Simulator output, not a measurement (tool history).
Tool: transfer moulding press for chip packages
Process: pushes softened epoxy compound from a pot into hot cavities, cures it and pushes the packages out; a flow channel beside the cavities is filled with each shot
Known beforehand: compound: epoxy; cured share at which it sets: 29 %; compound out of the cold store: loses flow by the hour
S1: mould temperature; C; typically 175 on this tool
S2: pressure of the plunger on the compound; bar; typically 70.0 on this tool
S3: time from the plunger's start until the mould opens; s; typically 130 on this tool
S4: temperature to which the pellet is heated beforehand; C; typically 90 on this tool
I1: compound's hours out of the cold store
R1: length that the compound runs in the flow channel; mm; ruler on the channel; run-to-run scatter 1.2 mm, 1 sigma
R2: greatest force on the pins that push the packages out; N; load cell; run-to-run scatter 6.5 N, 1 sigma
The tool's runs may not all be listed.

run     day   S1    S2   S3  S4    I1   R1   R2
  1   0.000  175  70.0  130  90  34.2  591  294
  2   1.021  175  70.0  130  90  33.9  592  352
      2.538  -- cavities cleaned with cleaning compound and waxed
  3   2.583  175  70.0  130  90  41.3  563  477
  4   3.546  175  70.0  130  90  18.9  646  492
  5   4.542  175  70.0  130  90  44.9  548  502
      5.517  -- cavities cleaned with cleaning compound and waxed
  6   6.479  175  70.0  142  90  44.0  547  310
  7   8.088  175  70.0  142  90  12.7  661  385
      8.488  -- plunger's sealing rings changed
      8.729  -- cavities cleaned with cleaning compound and waxed
  8  10.354  175  70.0  142  90  27.3  628  349
     11.792  -- cavities cleaned with cleaning compound and waxed
     12.042  -- cavities cleaned with cleaning compound and waxed, once more
  9  12.662  175  70.0  142  90  14.1  676  297
 10  14.004  175  70.0  142  90  34.0  599  361
     15.200  -- cavities cleaned with cleaning compound and waxed
 11  15.267  178  70.0  130  90  30.0  606  254
 12  17.300  175  53.5  130  90  25.5  545  388
     18.192  -- cavities cleaned with cleaning compound and waxed
 13  19.133  175  70.0  130  90  12.0  675  323
 14  21.054  175  70.0  130  90  19.4  642  412
     21.321  -- cavities cleaned with cleaning compound and waxed
 15  22.392  175  74.0  130  90  12.3  689  340
 16  23.471  171  70.0  156  83  32.6  599  392
     24.508  -- cavities cleaned with cleaning compound and waxed
 17  24.612  171  58.2  137  99  25.7  565  270
     25.079  -- plunger's sealing rings changed
     26.783  -- mould's thermocouples calibrated
 18  26.950  174  52.0  137  90  22.3  561  392
     27.821  -- cavities cleaned with cleaning compound and waxed
 19  28.471  174  52.0  137  90  12.5  593  313
 20  29.529  175  55.2  130  90  33.3  534  364
     30.842  -- cavities cleaned with cleaning compound and waxed
 21  31.212  175  84.6  130  94  14.3  744  285
 22  32.467  168  70.0  133  90  26.1  644  534
     33.862  -- cavities cleaned with cleaning compound and waxed
 23  34.108  183  70.0  130  90  33.1  581  266
 24  35.396  177  70.0  130  81  12.0  674  355
     36.879  -- cavities cleaned with cleaning compound and waxed
 25  37.804  179  64.0  130  81   9.9  647  303
 26  39.638  179  67.3  145  81  27.4  591  366
     40.042  -- cavities cleaned with cleaning compound and waxed
 27  41.217  179  67.3  145  81  27.5  587  296
     41.492  -- plunger's sealing rings changed
 28  42.371  173  55.1  130  98  31.0  549  417

Each row is a separate what-if for the run after 28, all from the same tool condition, not one after another. Results?
     43.204  -- cavities cleaned with cleaning compound and waxed
  A  43.667  177  55.1  154  88  22.4   ?   ?
     43.204  -- cavities cleaned with cleaning compound and waxed
  B  43.667  175  70.0  130  89  20.8   ?   ?
     43.204  -- cavities cleaned with cleaning compound and waxed
  C  43.667  175  55.1  130  98  13.1   ?   ?

run   R1   R2
  A  568  271
  B  651  299
  C  605  304
Had the tool no hidden state, the same runs would have come out as:
run   R1   R2
  A  574  230
  B  658  257
  C  612  261
